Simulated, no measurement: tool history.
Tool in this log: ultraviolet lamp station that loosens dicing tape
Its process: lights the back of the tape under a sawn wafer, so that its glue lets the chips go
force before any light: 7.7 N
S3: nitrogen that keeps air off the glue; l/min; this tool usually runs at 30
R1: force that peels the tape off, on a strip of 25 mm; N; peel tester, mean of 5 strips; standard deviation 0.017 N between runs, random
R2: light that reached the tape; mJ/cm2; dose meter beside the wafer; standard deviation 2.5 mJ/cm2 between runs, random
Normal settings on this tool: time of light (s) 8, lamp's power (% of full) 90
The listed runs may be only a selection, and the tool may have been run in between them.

{"run": 1, "hour": 0.0, "time of light (s)": 8, "lamp's power (% of full)": 90, "S3": 30, "R1": 1.341, "R2": 236}
{"run": 2, "hour": 16.3, "time of light (s)": 8, "lamp's power (% of full)": 90, "S3": 30, "R1": 1.34, "R2": 231}
{"run": 3, "hour": 28.8, "time of light (s)": 8, "lamp's power (% of full)": 80, "S3": 30, "R1": 1.595, "R2": 203}
{"run": 4, "hour": 46.4, "time of light (s)": 8, "lamp's power (% of full)": 85, "S3": 30, "R1": 1.44, "R2": 211}
{"run": 5, "hour": 57.9, "time of light (s)": 8, "lamp's power (% of full)": 85, "S3": 30, "R1": 1.515, "R2": 208}
{"run": 6, "hour": 75.6, "time of light (s)": 8, "lamp's power (% of full)": 85, "S3": 30, "R1": 1.514, "R2": 208}
{"run": 7, "hour": 88.9, "time of light (s)": 8, "lamp's power (% of full)": 85, "S3": 30, "R1": 1.576, "R2": 206}
{"run": 8, "hour": 103.1, "time of light (s)": 8, "lamp's power (% of full)": 85, "S3": 30, "R1": 1.534, "R2": 205}
{"run": 9, "hour": 115.1, "time of light (s)": 8, "lamp's power (% of full)": 85, "S3": 30, "R1": 1.537, "R2": 204}
{"run": 10, "hour": 131.3, "time of light (s)": 6, "lamp's power (% of full)": 90, "S3": 55, "R1": 1.683, "R2": 163}
{"run": 11, "hour": 145.2, "time of light (s)": 5, "lamp's power (% of full)": 81, "S3": 9, "R1": 4.058, "R2": 118}
{"run": 12, "hour": 155.5, "time of light (s)": 9, "lamp's power (% of full)": 98, "S3": 14, "R1": 1.618, "R2": 258}
{"run": 13, "hour": 163.8, "time of light (s)": 16, "lamp's power (% of full)": 93, "S3": 16, "R1": 0.611, "R2": 435}
{"run": 14, "hour": 171.3, "time of light (s)": 10, "lamp's power (% of full)": 90, "S3": 16, "R1": 1.521, "R2": 263}
{"run": 15, "hour": 185.8, "time of light (s)": 8, "lamp's power (% of full)": 90, "S3": 31, "R1": 1.475, "R2": 205}
{"run": 16, "hour": 198.1, "time of light (s)": 8, "lamp's power (% of full)": 71, "S3": 10, "R1": 3.099, "R2": 163}
{"run": 17, "hour": 211.4, "time of light (s)": 10, "lamp's power (% of full)": 69, "S3": 30, "R1": 1.686, "R2": 200}

Hidden state or all else? Some run-to-run changes of R1, split into what the settings, what came in and random variation would give without the hidden state, and what is left for the hidden state (with any gauge scatter that isn't in both results):
Hidden state present: lamp's light, % of a new lamp's; light that the window lets through, % of a clean one's; drift of the gauge itself on peel_n, %; drift of the gauge itself on dose_mj_cm2, %.
Run 11 -> 12: time of light (s) 5 -> 9, lamp's power (% of full) 81 -> 98, S3 9 -> 14. R1 -2.440 N: hidden state -0.226, all else -2.214.
Run 12 -> 13: time of light (s) 9 -> 16, lamp's power (% of full) 98 -> 93, S3 14 -> 16. R1 -1.007 N: hidden state -0.441, all else -0.566.

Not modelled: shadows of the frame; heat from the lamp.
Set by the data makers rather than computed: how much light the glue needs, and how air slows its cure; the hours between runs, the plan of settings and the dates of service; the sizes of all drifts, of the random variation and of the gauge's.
